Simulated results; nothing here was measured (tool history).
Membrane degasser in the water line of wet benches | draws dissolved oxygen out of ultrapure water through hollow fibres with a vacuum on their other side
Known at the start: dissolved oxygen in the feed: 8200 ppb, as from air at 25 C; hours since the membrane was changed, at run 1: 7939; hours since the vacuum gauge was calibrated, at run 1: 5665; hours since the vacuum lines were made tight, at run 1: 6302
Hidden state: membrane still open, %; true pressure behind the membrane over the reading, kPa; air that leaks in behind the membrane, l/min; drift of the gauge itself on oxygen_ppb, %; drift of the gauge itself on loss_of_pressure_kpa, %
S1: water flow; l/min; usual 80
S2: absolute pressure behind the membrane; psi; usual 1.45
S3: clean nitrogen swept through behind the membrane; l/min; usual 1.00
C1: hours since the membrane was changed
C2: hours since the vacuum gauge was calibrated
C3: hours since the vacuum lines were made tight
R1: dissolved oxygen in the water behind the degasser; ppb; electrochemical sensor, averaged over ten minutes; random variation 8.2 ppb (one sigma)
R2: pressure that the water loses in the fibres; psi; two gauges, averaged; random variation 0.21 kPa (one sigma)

run    hour  S1    S2    S3    C1    C2    C3      R1     R2
  1     0.0  80  1.45  1.00  7939  5665  6302   909.5  7.004
  2   179.4  80  1.45  1.00  8118  5845  6482   900.7  7.011
  3   378.4  80  1.45  1.00  8317  6044  6681   900.2  6.995
  4   519.2  80  1.45  1.00  8458  6184  6821   898.2  7.092
      703.8  -- seals of the vacuum lines changed
  5   703.8  80  1.45  1.00  8640  6367     0   905.5  6.997
  6   892.3  80  1.45  1.00  8829  6555   188   894.5  6.946
  7  1000.3  72  1.55  2.38  8937  6664   297   500.3  6.342
  8  1105.8  72  1.55  2.38  9043  6769   402   496.2  6.267
  9  1301.9  56  2.99  0.51  9239  6965   598  2325.1  4.849
 10  1544.2  71  2.25  0.59  9481  7207   840  1852.2  6.137

Hidden state or all else? Some run-to-run changes of R2, split into what the settings, what came in and random variation would give without the hidden state, and what is left for the hidden state (with any gauge scatter that isn't in both results):
Run 8 -> 9: S1 72 -> 56, S2 1.55 -> 2.99, S3 2.38 -> 0.51. R2 -1.418 psi: hidden state +0.001, all else -1.420.
Run 9 -> 10: S1 56 -> 71, S2 2.99 -> 2.25, S3 0.51 -> 0.59. R2 +1.288 psi: hidden state -0.025, all else +1.313.
